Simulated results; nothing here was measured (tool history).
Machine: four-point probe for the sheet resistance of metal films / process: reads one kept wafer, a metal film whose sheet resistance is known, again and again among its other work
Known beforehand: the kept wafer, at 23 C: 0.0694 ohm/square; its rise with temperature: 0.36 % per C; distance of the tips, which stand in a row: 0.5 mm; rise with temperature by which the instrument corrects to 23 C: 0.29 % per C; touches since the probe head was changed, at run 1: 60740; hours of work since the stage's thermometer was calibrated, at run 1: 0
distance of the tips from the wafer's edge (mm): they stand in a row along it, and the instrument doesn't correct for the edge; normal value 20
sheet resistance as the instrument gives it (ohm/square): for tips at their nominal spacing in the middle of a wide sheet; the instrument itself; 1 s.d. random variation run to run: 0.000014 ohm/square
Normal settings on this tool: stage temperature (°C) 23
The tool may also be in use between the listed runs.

run,hour,stage temperature (°C),distance of the tips from the wafer's edge (mm),touches since the probe head was changed,hours of work since the stage's thermometer was calibrated,sheet resistance as the instrument gives it (ohm/square)
1,0.0,23,20,60740,0,0.069374
2,89.8,25,20,62562,46,0.069440
3,169.1,23,20,64172,87,0.069338
4,229.4,23,7,65395,118,0.069484
5,306.2,23,7,66954,158,0.069510
6,372.9,23,20,68307,192,0.069338
7,464.1,23,5,70158,240,0.069676
8,508.7,23,35,71062,263,0.069280
9,552.3,23,13,71948,285,0.069321
10,638.3,23,19,73693,329,0.069294
11,682.4,23,19,74588,352,0.069285
12,768.7,23,7,76340,397,0.069426
13,816.1,23,7,77302,421,0.069448
14,868.1,33,20,78357,448,0.069698
15,931.8,23,20,79650,481,0.069252
16,1020.2,23,20,81443,527,0.069201
17,1087.2,23,20,82803,561,0.069219
18,1148.1,23,20,84037,593,0.069204
19,1188.1,23,4,84851,613,0.069769
20,1233.3,23,4,85766,637,0.069762
21,1286.4,23,20,86846,664,0.069181
22,1355.4,18,20,88245,700,0.068949
23,1442.1,18,20,90005,744,0.068929
24,1510.5,26,4,91392,780,0.069893
25,1578.8,25,43,92778,815,0.069245
26,1628.5,21,5,93787,841,0.069382
27,1712.4,25,45,95490,884,0.069233
28,1764.7,23,11,96551,911,0.069182
29,1822.4,23,11,97721,941,0.069186
30,1890.5,26,5,99103,976,0.069609
31,1970.2,26,5,100722,1017,0.069617
32,2053.1,26,5,102404,1060,0.069594
33,2104.8,26,5,103453,1086,0.069578
34,2183.1,26,5,105041,1127,0.069569
35,2247.7,28,3,106353,1160,0.070348
36,2325.9,28,3,107939,1200,0.070300
37,2379.8,24,4,109033,1228,0.069680
38,2462.3,26,12,110706,1271,0.069230
39,2503.7,26,12,111546,1292,0.069248
40,2571.7,31,13,112927,1327,0.069457
41,2651.5,19,15,114547,1368,0.068839
42,2728.5,20,17,116109,1408,0.068890
43,2783.6,20,17,117228,1437,0.068863
44,2873.6,34,6,119053,1483,0.069754

Here are 3 independent what-if runs from the current tool condition. What would each one return?
A,2951.2,22,26,120629,1523,?
B,2951.2,21,8,120629,1523,?
C,2951.2,31,7,120629,1523,?

run,sheet resistance as the instrument gives it (ohm/square)
A,0.068935
B,0.069011
C,0.069539
Take away the tool's hidden state, keep each run's random variation, and the runs would have read:
run,sheet resistance as the instrument gives it (ohm/square)
A,0.069370
B,0.069447
C,0.069975

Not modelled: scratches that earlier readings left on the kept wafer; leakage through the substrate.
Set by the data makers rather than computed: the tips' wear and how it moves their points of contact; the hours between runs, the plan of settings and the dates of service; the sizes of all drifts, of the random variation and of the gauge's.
